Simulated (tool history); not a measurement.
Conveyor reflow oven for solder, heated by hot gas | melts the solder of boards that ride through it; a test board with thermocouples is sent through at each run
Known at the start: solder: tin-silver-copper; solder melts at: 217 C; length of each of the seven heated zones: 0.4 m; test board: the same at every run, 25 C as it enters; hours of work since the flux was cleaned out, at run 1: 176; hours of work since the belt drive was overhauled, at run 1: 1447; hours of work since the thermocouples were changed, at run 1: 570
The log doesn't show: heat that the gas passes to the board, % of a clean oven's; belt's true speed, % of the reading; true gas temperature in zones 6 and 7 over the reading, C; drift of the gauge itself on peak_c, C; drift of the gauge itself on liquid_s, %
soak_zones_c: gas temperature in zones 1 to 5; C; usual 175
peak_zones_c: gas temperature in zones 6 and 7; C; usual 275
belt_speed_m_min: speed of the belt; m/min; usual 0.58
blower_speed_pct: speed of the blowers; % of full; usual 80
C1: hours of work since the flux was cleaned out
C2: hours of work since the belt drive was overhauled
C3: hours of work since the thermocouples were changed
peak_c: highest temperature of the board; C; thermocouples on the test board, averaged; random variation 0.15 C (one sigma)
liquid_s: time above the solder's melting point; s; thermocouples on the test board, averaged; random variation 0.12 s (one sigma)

{"run": 1, "day": 0.0, "soak_zones_c": 175, "peak_zones_c": 275, "belt_speed_m_min": 0.58, "blower_speed_pct": 80, "C1": 176, "C2": 1447, "C3": 570, "peak_c": 265, "liquid_s": 73.2}
{"run": 2, "day": 2.067, "soak_zones_c": 175, "peak_zones_c": 275, "belt_speed_m_min": 0.58, "blower_speed_pct": 80, "C1": 206, "C2": 1477, "C3": 600, "peak_c": 264.6, "liquid_s": 72.9}
{"run": 3, "day": 3.55, "soak_zones_c": 175, "peak_zones_c": 275, "belt_speed_m_min": 0.58, "blower_speed_pct": 80, "C1": 228, "C2": 1499, "C3": 622, "peak_c": 264.6, "liquid_s": 72.9}
{"run": 4, "day": 5.188, "soak_zones_c": 175, "peak_zones_c": 275, "belt_speed_m_min": 0.58, "blower_speed_pct": 80, "C1": 252, "C2": 1523, "C3": 646, "peak_c": 264.8, "liquid_s": 72.9}
{"run": 5, "day": 7.979, "soak_zones_c": 175, "peak_zones_c": 275, "belt_speed_m_min": 0.674, "blower_speed_pct": 80, "C1": 293, "C2": 1563, "C3": 687, "peak_c": 259.7, "liquid_s": 59.4}
{"run": 6, "day": 9.654, "soak_zones_c": 165, "peak_zones_c": 275, "belt_speed_m_min": 0.58, "blower_speed_pct": 80, "C1": 317, "C2": 1588, "C3": 711, "peak_c": 263, "liquid_s": 68.5}
{"run": 7, "day": 10.842, "soak_zones_c": 165, "peak_zones_c": 275, "belt_speed_m_min": 0.693, "blower_speed_pct": 80, "C1": 334, "C2": 1605, "C3": 729, "peak_c": 256.8, "liquid_s": 52.8}
{"day": 11.992, "done": "flux residue cleaned out of gas plates and filters"}
{"run": 8, "day": 13.571, "soak_zones_c": 175, "peak_zones_c": 286, "belt_speed_m_min": 0.58, "blower_speed_pct": 80, "C1": 23, "C2": 1642, "C3": 766, "peak_c": 277.2, "liquid_s": 79}
{"day": 14.054, "done": "belt drive overhauled, speed set with a stopwatch"}
{"run": 9, "day": 16.425, "soak_zones_c": 175, "peak_zones_c": 275, "belt_speed_m_min": 0.58, "blower_speed_pct": 85, "C1": 63, "C2": 35, "C3": 805, "peak_c": 266.7, "liquid_s": 72.8}
{"run": 10, "day": 17.796, "soak_zones_c": 175, "peak_zones_c": 275, "belt_speed_m_min": 0.58, "blower_speed_pct": 80, "C1": 83, "C2": 55, "C3": 825, "peak_c": 265.9, "liquid_s": 72}
{"run": 11, "day": 20.0, "soak_zones_c": 175, "peak_zones_c": 275, "belt_speed_m_min": 0.58, "blower_speed_pct": 57, "C1": 115, "C2": 87, "C3": 857, "peak_c": 261, "liquid_s": 68.8}
{"run": 12, "day": 22.325, "soak_zones_c": 175, "peak_zones_c": 284, "belt_speed_m_min": 0.58, "blower_speed_pct": 89, "C1": 149, "C2": 121, "C3": 892, "peak_c": 275.3, "liquid_s": 76.2}
{"run": 13, "day": 24.212, "soak_zones_c": 175, "peak_zones_c": 284, "belt_speed_m_min": 0.58, "blower_speed_pct": 72, "C1": 177, "C2": 149, "C3": 919, "peak_c": 272.3, "liquid_s": 74.9}
{"run": 14, "day": 26.683, "soak_zones_c": 181, "peak_zones_c": 284, "belt_speed_m_min": 0.691, "blower_speed_pct": 72, "C1": 213, "C2": 185, "C3": 955, "peak_c": 267, "liquid_s": 62.1}
{"run": 15, "day": 29.467, "soak_zones_c": 175, "peak_zones_c": 275, "belt_speed_m_min": 0.58, "blower_speed_pct": 69, "C1": 254, "C2": 226, "C3": 996, "peak_c": 262.8, "liquid_s": 70.3}
{"run": 16, "day": 32.188, "soak_zones_c": 178, "peak_zones_c": 283, "belt_speed_m_min": 0.463, "blower_speed_pct": 53, "C1": 293, "C2": 266, "C3": 1036, "peak_c": 274.2, "liquid_s": 97}
{"run": 17, "day": 34.167, "soak_zones_c": 185, "peak_zones_c": 285, "belt_speed_m_min": 0.667, "blower_speed_pct": 64, "C1": 322, "C2": 295, "C3": 1065, "peak_c": 267.4, "liquid_s": 65.8}
{"day": 36.054, "done": "flux residue cleaned out of gas plates and filters"}
{"run": 18, "day": 36.262, "soak_zones_c": 189, "peak_zones_c": 285, "belt_speed_m_min": 0.471, "blower_speed_pct": 64, "C1": 3, "C2": 322, "C3": 1093, "peak_c": 280.5, "liquid_s": 102}
{"run": 19, "day": 38.254, "soak_zones_c": 170, "peak_zones_c": 267, "belt_speed_m_min": 0.57, "blower_speed_pct": 83, "C1": 32, "C2": 352, "C3": 1122, "peak_c": 260.1, "liquid_s": 69.2}
{"run": 20, "day": 41.15, "soak_zones_c": 170, "peak_zones_c": 289, "belt_speed_m_min": 0.57, "blower_speed_pct": 83, "C1": 75, "C2": 394, "C3": 1164, "peak_c": 280.5, "liquid_s": 78.5}
{"run": 21, "day": 43.608, "soak_zones_c": 170, "peak_zones_c": 284, "belt_speed_m_min": 0.57, "blower_speed_pct": 64, "C1": 111, "C2": 430, "C3": 1200, "peak_c": 271.6, "liquid_s": 74.7}
{"run": 22, "day": 44.854, "soak_zones_c": 175, "peak_zones_c": 275, "belt_speed_m_min": 0.507, "blower_speed_pct": 54, "C1": 129, "C2": 448, "C3": 1219, "peak_c": 265.5, "liquid_s": 82.6}

3 ways to go on from here, each from the tool as it stands after run 22. What would each give?
{"run": "A", "day": 46.638, "soak_zones_c": 166, "peak_zones_c": 289, "belt_speed_m_min": 0.643, "blower_speed_pct": 54, "C1": 155, "C2": 474, "C3": 1245, "peak_c": "?", "liquid_s": "?"}
{"run": "B", "day": 46.638, "soak_zones_c": 186, "peak_zones_c": 275, "belt_speed_m_min": 0.507, "blower_speed_pct": 76, "C1": 155, "C2": 474, "C3": 1245, "peak_c": "?", "liquid_s": "?"}
{"run": "C", "day": 46.638, "soak_zones_c": 175, "peak_zones_c": 289, "belt_speed_m_min": 0.69, "blower_speed_pct": 54, "C1": 155, "C2": 474, "C3": 1245, "peak_c": "?", "liquid_s": "?"}

run=A peak_c=267.6 liquid_s=62.5
run=B peak_c=270.3 liquid_s=90.2
run=C peak_c=266.3 liquid_s=59.9
Without the tool's hidden state the same runs would have given:
run=A peak_c=266 liquid_s=61.2
run=B peak_c=268 liquid_s=88.6
run=C peak_c=264.8 liquid_s=58.7
